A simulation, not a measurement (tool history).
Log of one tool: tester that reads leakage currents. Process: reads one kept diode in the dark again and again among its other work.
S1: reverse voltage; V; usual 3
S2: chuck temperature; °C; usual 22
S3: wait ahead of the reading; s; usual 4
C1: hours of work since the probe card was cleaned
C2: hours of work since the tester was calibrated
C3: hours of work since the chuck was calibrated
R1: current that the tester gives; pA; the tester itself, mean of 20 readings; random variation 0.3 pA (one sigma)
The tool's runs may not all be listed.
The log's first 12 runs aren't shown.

run      day     S1  S2    S3    C1    C2    C3       R1
 13   48.517      3  22  5.83  1767  2255   303    98.45
 14   51.562      3  22  5.83  1798  2286   334    98.18
 15   55.717      3  22  5.83  1841  2328   377    97.63
 16   59.671      3  22  5.83  1881  2369   417    97.48
 17   65.392      3  37     4  1940  2427   476   297.97
 18   71.746      3  37     4  2005  2492   541   296.55
      74.604  -- probe card cleaned and baked
 19   77.496      3  37     4    30  2550   598   295.44
 20   82.967      3  37  2.11    86  2606   654   292.51
 21   86.812      3  37  2.11   125  2645   694   292.44
 22   89.854      3  37  2.11   156  2677   725   292.35
 23   93.796      3  23   1.1   196  2717   765   102.07
 24   99.404      3  57  3.79   254  2774   822  1123.74
 25  104.629   5.85  55  1.47   307  2828   876  1392.23
 26  109.738   5.85  55  4.15   360  2880   928  1386.55
 27  114.288   5.85  55  4.15   406  2927   975  1380.88
 28  120.483   3.03  49  6.12   470  2990  1038   661.67
 29  124.304   3.03  49  6.12   509  3029  1077   654.69
 30  127.221      3  26     4   539  3059  1107   124.51
 31  132.888  11.92  22  4.72   597  3117  1165   186.29
 32   136.45    2.7  22  4.72   633  3153  1202    85.33
 33  141.629   9.16  39     4   686  3206  1255   575.37
 34  144.358  14.12  30     4   714  3234  1283   375.03
 35  150.217  19.63  28   1.6   774  3294  1343   383.51
 36  155.042  19.63  28   1.6   823  3344  1392   382.06
 37  160.238  19.63  28   1.6   876  3397  1445   379.24

4 ways to go on from here, each from the tool as it stands after run 37. What would each give?
  A  164.217    1.5  21     1  917  3438  1486   ?
  B  164.217  19.63  23  1.99  917  3438  1486   ?
  C  164.217   8.11  22  2.05  917  3438  1486   ?
  D  164.217  11.29  32   1.6  917  3438  1486   ?

run      R1
  A   56.93
  B  257.81
  C  149.16
  D     382
Without the tool's hidden state the same runs would have given:
run      R1
  A   64.15
  B  286.97
  C  166.97
  D  426.09
